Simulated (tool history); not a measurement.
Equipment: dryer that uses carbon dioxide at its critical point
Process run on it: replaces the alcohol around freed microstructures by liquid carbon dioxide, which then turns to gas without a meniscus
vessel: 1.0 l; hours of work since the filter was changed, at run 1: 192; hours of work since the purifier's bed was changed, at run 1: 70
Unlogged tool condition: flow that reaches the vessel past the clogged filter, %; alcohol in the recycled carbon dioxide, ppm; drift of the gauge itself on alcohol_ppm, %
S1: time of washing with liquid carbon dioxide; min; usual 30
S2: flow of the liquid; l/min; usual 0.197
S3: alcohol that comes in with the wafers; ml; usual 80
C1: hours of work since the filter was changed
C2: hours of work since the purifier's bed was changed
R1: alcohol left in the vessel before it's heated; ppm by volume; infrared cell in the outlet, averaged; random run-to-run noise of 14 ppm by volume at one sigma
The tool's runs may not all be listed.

{"run": 1, "day": 0.0, "S1": 30, "S2": 0.197, "S3": 80, "C1": 192, "C2": 70, "R1": 1051}
{"run": 2, "day": 0.346, "S1": 33, "S2": 0.197, "S3": 80, "C1": 197, "C2": 75, "R1": 690}
{"run": 3, "day": 0.888, "S1": 33, "S2": 0.197, "S3": 80, "C1": 205, "C2": 83, "R1": 695}
{"run": 4, "day": 1.304, "S1": 30, "S2": 0.237, "S3": 80, "C1": 211, "C2": 89, "R1": 472}
{"run": 5, "day": 1.654, "S1": 30, "S2": 0.197, "S3": 80, "C1": 216, "C2": 94, "R1": 1072}
{"run": 6, "day": 2.092, "S1": 30, "S2": 0.197, "S3": 80, "C1": 222, "C2": 101, "R1": 1070}
{"run": 7, "day": 2.658, "S1": 30, "S2": 0.236, "S3": 80, "C1": 230, "C2": 109, "R1": 490}
{"run": 8, "day": 3.296, "S1": 30, "S2": 0.236, "S3": 80, "C1": 240, "C2": 118, "R1": 507}
{"run": 9, "day": 3.979, "S1": 30, "S2": 0.236, "S3": 80, "C1": 249, "C2": 128, "R1": 499}
{"run": 10, "day": 4.754, "S1": 30, "S2": 0.236, "S3": 80, "C1": 261, "C2": 139, "R1": 519}
{"run": 11, "day": 5.521, "S1": 30, "S2": 0.197, "S3": 80, "C1": 272, "C2": 151, "R1": 1102}
{"run": 12, "day": 6.196, "S1": 30, "S2": 0.131, "S3": 80, "C1": 282, "C2": 160, "R1": 4384}
{"run": 13, "day": 6.729, "S1": 30, "S2": 0.131, "S3": 80, "C1": 289, "C2": 168, "R1": 4451}
{"run": 14, "day": 7.179, "S1": 30, "S2": 0.131, "S3": 80, "C1": 296, "C2": 175, "R1": 4550}
{"run": 15, "day": 7.792, "S1": 45, "S2": 0.224, "S3": 49, "C1": 305, "C2": 183, "R1": 62}

Run 16 comes next. What will it give?
{"run": 16, "day": 8.504, "S1": 30, "S2": 0.197, "S3": 64, "C1": 315, "C2": 194, "R1": "?"}

R1: 930 ppm by volume
If the tool had no hidden condition, the same run with the same run-to-run variation would have returned R1 690 ppm by volume.
